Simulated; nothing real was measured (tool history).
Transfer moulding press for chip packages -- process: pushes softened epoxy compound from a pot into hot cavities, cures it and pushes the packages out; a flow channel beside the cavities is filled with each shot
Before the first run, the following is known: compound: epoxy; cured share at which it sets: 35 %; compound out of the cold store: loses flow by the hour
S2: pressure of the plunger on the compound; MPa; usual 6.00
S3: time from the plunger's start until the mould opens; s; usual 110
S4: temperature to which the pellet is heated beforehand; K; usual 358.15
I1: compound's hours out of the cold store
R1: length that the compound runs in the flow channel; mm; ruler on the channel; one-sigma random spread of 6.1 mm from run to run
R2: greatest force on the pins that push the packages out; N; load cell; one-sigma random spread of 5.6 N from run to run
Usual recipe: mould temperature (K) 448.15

Run 1, hour 0.0: usual settings; I1 41.7. Result: R1 631 mm, R2 300 N.
Run 2, hour 5.3: usual settings; I1 11.2. Result: R1 756 mm, R2 319 N.
Run 3, hour 13.3: usual settings; I1 43.9. Result: R1 615 mm, R2 333 N.
Run 4, hour 21.1: usual settings; I1 10.8. Result: R1 754 mm, R2 336 N.
Run 5, hour 25.2: usual settings; I1 46.2. Result: R1 611 mm, R2 334 N.
Run 6, hour 30.5: usual settings; I1 9.5. Result: R1 749 mm, R2 370 N.
Run 7, hour 35.0: usual settings; I1 47.7. Result: R1 602 mm, R2 345 N.
Run 8, hour 38.9: usual settings but S3 112 s; I1 22.1. Result: R1 696 mm, R2 357 N.
At hour 40.9: cavities cleaned with cleaning compound and waxed.
Run 9, hour 45.5: usual settings but S3 112 s; I1 18.2. Result: R1 715 mm, R2 385 N.
Run 10, hour 52.9: usual settings but S3 112 s; I1 45.9. Result: R1 619 mm, R2 406 N.
Run 11, hour 59.2: usual settings but S3 112 s; I1 19.1. Result: R1 709 mm, R2 381 N.
Run 12, hour 62.9: usual settings but S3 112 s; I1 43.8. Result: R1 619 mm, R2 406 N.
Run 13, hour 68.9: usual settings but mould temperature (K) 443.15, S4 368.15 K; I1 27.3. Result: R1 686 mm, R2 466 N.
At hour 76.5: cavities cleaned with cleaning compound and waxed, once more.
Run 14, hour 77.1: usual settings but mould temperature (K) 443.15, S4 368.15 K; I1 42.7. Result: R1 640 mm, R2 231 N.

Alternative continuations, all from the tool just after run 14; predict every row:
Run A, hour 83.9: usual settings but mould temperature (K) 442.15, S2 5.31 MPa, S3 147 s; I1 16.7. Result: R1 ?, R2 ?.
Run B, hour 83.9: usual settings but S2 6.73 MPa, S3 109 s, S4 350.15 K; I1 20.2. Result: R1 ?, R2 ?.
Run C, hour 83.9: usual settings but mould temperature (K) 443.15, S2 5.83 MPa, S4 368.15 K; I1 8.4. Result: R1 ?, R2 ?.
Run D, hour 83.9: usual settings but S2 4.51 MPa, S3 96 s, S4 368.15 K; I1 37.0. Result: R1 ?, R2 ?.
Run E, hour 83.9: usual settings but mould temperature (K) 440.15, S4 364.15 K; I1 21.4. Result: R1 ?, R2 ?.

run   R1   R2
  A  683  219
  B  744  226
  C  758  263
  D  555  246
  E  707  306
The same runs, with their run-to-run variation unchanged, on a tool lacking any hidden condition would have given:
run   R1   R2
  A  743  194
  B  809  201
  C  824  236
  D  603  219
  E  769  275
